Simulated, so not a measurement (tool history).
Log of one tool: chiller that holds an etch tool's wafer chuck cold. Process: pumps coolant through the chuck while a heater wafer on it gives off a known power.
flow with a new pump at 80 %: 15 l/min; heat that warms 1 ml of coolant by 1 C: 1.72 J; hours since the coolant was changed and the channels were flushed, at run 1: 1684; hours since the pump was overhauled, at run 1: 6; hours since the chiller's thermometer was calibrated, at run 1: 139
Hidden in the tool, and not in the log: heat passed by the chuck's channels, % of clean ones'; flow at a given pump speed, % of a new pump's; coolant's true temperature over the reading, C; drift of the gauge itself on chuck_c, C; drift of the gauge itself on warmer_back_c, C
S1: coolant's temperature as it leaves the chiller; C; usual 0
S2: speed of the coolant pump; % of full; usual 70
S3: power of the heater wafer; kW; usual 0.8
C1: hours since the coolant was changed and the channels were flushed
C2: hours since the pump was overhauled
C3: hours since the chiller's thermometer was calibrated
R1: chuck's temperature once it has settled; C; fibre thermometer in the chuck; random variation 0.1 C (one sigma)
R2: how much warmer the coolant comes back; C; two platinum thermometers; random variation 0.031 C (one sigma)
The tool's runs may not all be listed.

Run 1, hour 0: usual settings; C1 1684; C2 6; C3 139. Result: R1 9.3 C, R2 2.16 C.
Run 2, hour 31.3: usual settings; C1 1715; C2 38; C3 170. Result: R1 9.3 C, R2 2.1 C.
Run 3, hour 76.8: usual settings; C1 1761; C2 83; C3 215. Result: R1 9.4 C, R2 2.17 C.
Run 4, hour 115.1: usual settings; C1 1799; C2 122; C3 254. Result: R1 9.3 C, R2 2.15 C.
Run 5, hour 163.9: usual settings but S2 66 % of full; C1 1848; C2 170; C3 303. Result: R1 9.7 C, R2 2.27 C.
Run 6, hour 201.2: usual settings but S2 66 % of full; C1 1885; C2 208; C3 340. Result: R1 9.8 C, R2 2.2 C.
Run 7, hour 225.4: usual settings but S2 66 % of full; C1 1909; C2 232; C3 364. Result: R1 9.7 C, R2 2.25 C.
Run 8, hour 267.7: usual settings but S2 73 % of full; C1 1952; C2 274; C3 406. Result: R1 9.1 C, R2 2.04 C.
Run 9, hour 316: usual settings but S2 73 % of full; C1 2000; C2 322; C3 455. Result: R1 9 C, R2 2.02 C.
Run 10, hour 351: usual settings but S1 1 C; C1 2035; C2 357; C3 490. Result: R1 10.3 C, R2 2.2 C.
Run 11, hour 373.6: usual settings but S1 1 C; C1 2058; C2 380; C3 512. Result: R1 10.5 C, R2 2.16 C.
Run 12, hour 410: usual settings but S1 1 C; C1 2094; C2 416; C3 549. Result: R1 10.3 C, R2 2.18 C.
Run 13, hour 432.3: usual settings but S1 1 C; C1 2116; C2 439; C3 571. Result: R1 10.3 C, R2 2.16 C.
Run 14, hour 460: usual settings but S1 1 C; C1 2144; C2 466; C3 599. Result: R1 10.3 C, R2 2.14 C.
Run 15, hour 488.9: usual settings but S1 -4 C, S2 73 % of full; C1 2173; C2 495; C3 628. Result: R1 5.2 C, R2 2.01 C.
Run 16, hour 514.1: usual settings but S1 -6 C; C1 2198; C2 520; C3 653. Result: R1 3.5 C, R2 2.11 C.
Run 17, hour 547.2: usual settings but S1 -6 C; C1 2231; C2 554; C3 686. Result: R1 3.3 C, R2 2.15 C.
Run 18, hour 593.9: usual settings but S1 -6 C; C1 2278; C2 600; C3 733. Result: R1 3.3 C, R2 2.12 C.
Run 19, hour 625.6: usual settings but S1 -6 C; C1 2310; C2 632; C3 764. Result: R1 3.6 C, R2 2.09 C.
Run 20, hour 651.2: usual settings but S1 -6 C, S2 89 % of full, S3 1.171 kW; C1 2335; C2 658; C3 790. Result: R1 5.7 C, R2 2.51 C.
Run 21, hour 686.2: usual settings but S1 -4 C, S2 99 % of full, S3 1.158 kW; C1 2370; C2 693; C3 825. Result: R1 6.8 C, R2 2.15 C.
Run 22, hour 717.3: usual settings but S1 -4 C, S2 99 % of full, S3 1.158 kW; C1 2401; C2 724; C3 856. Result: R1 6.8 C, R2 2.2 C.
Run 23, hour 747.7: usual settings but S1 -2 C, S2 99 % of full, S3 0.975 kW; C1 2432; C2 754; C3 886. Result: R1 7.1 C, R2 1.81 C.
Run 24, hour 773.7: usual settings but S1 -4 C, S3 0.856 kW; C1 2458; C2 780; C3 912. Result: R1 6 C, R2 2.29 C.
Run 25, hour 806.1: usual settings but S1 -4 C, S3 0.856 kW; C1 2490; C2 813; C3 945. Result: R1 6.1 C, R2 2.28 C.
Run 26, hour 838.8: usual settings but S1 -4 C, S3 0.856 kW; C1 2523; C2 845; C3 977. Result: R1 5.9 C, R2 2.32 C.
Run 27, hour 859: usual settings but S1 -8 C, S2 76 % of full, S3 0.856 kW; C1 2543; C2 865; C3 998. Result: R1 1.7 C, R2 2.14 C.

Forecast each of these 5 alternatives for the next run:
Run A, hour 899.9: usual settings but S2 91 % of full, S3 0.75 kW; C1 2584; C2 906; C3 1039. Result: R1 ?, R2 ?.
Run B, hour 899.9: usual settings but S1 10 C, S2 76 % of full, S3 0.445 kW; C1 2584; C2 906; C3 1039. Result: R1 ?, R2 ?.
Run C, hour 899.9: usual settings but S1 7 C, S2 76 % of full, S3 0.729 kW; C1 2584; C2 906; C3 1039. Result: R1 ?, R2 ?.
Run D, hour 899.9: usual settings but S1 -1 C, S2 76 % of full, S3 1.163 kW; C1 2584; C2 906; C3 1039. Result: R1 ?, R2 ?.
Run E, hour 899.9: usual settings but S1 -5 C, S2 82 % of full; C1 2584; C2 906; C3 1039. Result: R1 ?, R2 ?.

run    R1    R2
  A   7.6  1.52
  B  15.1  1.09
  C  15.1  1.79
  D    12  2.91
  E   3.7  1.82
Without the tool's hidden state the same runs would have given:
run    R1    R2
  A   7.1  1.51
  B  14.8  1.08
  C  14.6  1.78
  D  11.2  2.89
  E   3.2  1.81
